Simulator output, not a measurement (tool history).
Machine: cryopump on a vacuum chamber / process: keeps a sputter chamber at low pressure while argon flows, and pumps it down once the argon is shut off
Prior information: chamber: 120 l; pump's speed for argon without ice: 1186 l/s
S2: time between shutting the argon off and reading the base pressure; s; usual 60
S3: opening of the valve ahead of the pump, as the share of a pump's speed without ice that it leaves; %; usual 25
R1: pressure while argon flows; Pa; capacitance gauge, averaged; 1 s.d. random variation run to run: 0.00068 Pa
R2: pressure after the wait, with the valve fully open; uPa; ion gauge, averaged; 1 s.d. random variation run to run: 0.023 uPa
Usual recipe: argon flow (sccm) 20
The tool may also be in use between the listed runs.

run 1 hour=0 | argon_flow_(sccm)=20 S2=60 S3=25 | R1=0.1203 R2=0.81
run 2 hour=43.6 | argon_flow_(sccm)=20 S2=60 S3=25 | R1=0.1217 R2=0.8
run 3 hour=77.3 | argon_flow_(sccm)=20 S2=60 S3=47 | R1=0.0617 R2=0.73
run 4 hour=117 | argon_flow_(sccm)=20 S2=60 S3=47 | R1=0.0609 R2=0.76
run 5 hour=177 | argon_flow_(sccm)=20 S2=60 S3=47 | R1=0.0621 R2=0.75
run 6 hour=209.1 | argon_flow_(sccm)=20 S2=60 S3=47 | R1=0.0622 R2=0.75
run 7 hour=243.1 | argon_flow_(sccm)=20 S2=60 S3=47 | R1=0.0618 R2=0.75
run 8 hour=275 | argon_flow_(sccm)=20 S2=60 S3=47 | R1=0.0627 R2=0.72
run 9 hour=343.3 | argon_flow_(sccm)=20 S2=60 S3=47 | R1=0.0631 R2=0.75
run 10 hour=372.8 | argon_flow_(sccm)=20 S2=60 S3=25 | R1=0.1166 R2=0.77
run 11 hour=421.1 | argon_flow_(sccm)=20 S2=60 S3=25 | R1=0.1159 R2=0.8
run 12 hour=474.3 | argon_flow_(sccm)=20 S2=51 S3=25 | R1=0.1181 R2=0.92
run 13 hour=506.5 | argon_flow_(sccm)=20 S2=51 S3=25 | R1=0.1172 R2=0.91
run 14 hour=548.6 | argon_flow_(sccm)=20 S2=51 S3=25 | R1=0.1172 R2=0.93
run 15 hour=604.5 | argon_flow_(sccm)=20 S2=51 S3=25 | R1=0.1182 R2=0.92
run 16 hour=655.8 | argon_flow_(sccm)=20 S2=51 S3=25 | R1=0.1185 R2=0.96
run 17 hour=719.9 | argon_flow_(sccm)=20 S2=51 S3=25 | R1=0.1186 R2=0.97
run 18 hour=751.3 | argon_flow_(sccm)=20 S2=51 S3=25 | R1=0.1189 R2=0.99
run 19 hour=787.1 | argon_flow_(sccm)=20 S2=60 S3=24 | R1=0.1246 R2=0.89
run 20 hour=848.8 | argon_flow_(sccm)=29 S2=153 S3=43 | R1=0.1046 R2=0.63
run 21 hour=887.6 | argon_flow_(sccm)=29 S2=153 S3=43 | R1=0.1045 R2=0.64
run 22 hour=946.8 | argon_flow_(sccm)=20 S2=60 S3=16 | R1=0.1859 R2=0.92
run 23 hour=984.1 | argon_flow_(sccm)=17 S2=60 S3=45 | R1=0.0592 R2=0.93
run 24 hour=1026.9 | argon_flow_(sccm)=10 S2=89 S3=45 | R1=0.0348 R2=0.77
run 25 hour=1074.4 | argon_flow_(sccm)=10 S2=89 S3=45 | R1=0.033 R2=0.75
run 26 hour=1134.9 | argon_flow_(sccm)=12 S2=91 S3=41 | R1=0.0425 R2=0.67
run 27 hour=1169.7 | argon_flow_(sccm)=20 S2=131 S3=25 | R1=0.1152 R2=0.66
run 28 hour=1221.1 | argon_flow_(sccm)=19 S2=60 S3=33 | R1=0.0843 R2=0.88
run 29 hour=1267.6 | argon_flow_(sccm)=15 S2=45 S3=41 | R1=0.0545 R2=1.02
run 30 hour=1334.2 | argon_flow_(sccm)=15 S2=95 S3=41 | R1=0.0546 R2=0.77
run 31 hour=1382.5 | argon_flow_(sccm)=31 S2=95 S3=35 | R1=0.1296 R2=0.78
run 32 hour=1414.1 | argon_flow_(sccm)=11 S2=60 S3=49 | R1=0.0333 R2=0.95
run 33 hour=1471.4 | argon_flow_(sccm)=11 S2=195 S3=49 | R1=0.0334 R2=0.64
run 34 hour=1506.5 | argon_flow_(sccm)=34 S2=203 S3=34 | R1=0.1486 R2=0.62

Withheld: 2 entries from between the runs. Position of each, and hidden state at the listed run before versus the listed run after:
After run 2, before run 3: pump warmed up, emptied and cooled again (hour 52.3)
  pump's speed, % of a pump's without ice: 79.6 -> 99; leak into the chamber, uPa l/s: 320 -> 325
  measured less the result without the state, R1: +0.0077 -> +0.0005 Pa; R2: +0.09 -> +0.02 uPa
After run 24, before run 25: pump warmed up, emptied and cooled again (hour 1044.4)
  pump's speed, % of a pump's without ice: 80.4 -> 98.8; leak into the chamber, uPa l/s: 476 -> 483
  measured less the result without the state, R1: +0.0036 -> +0.0003 Pa; R2: +0.25 -> +0.17 uPa
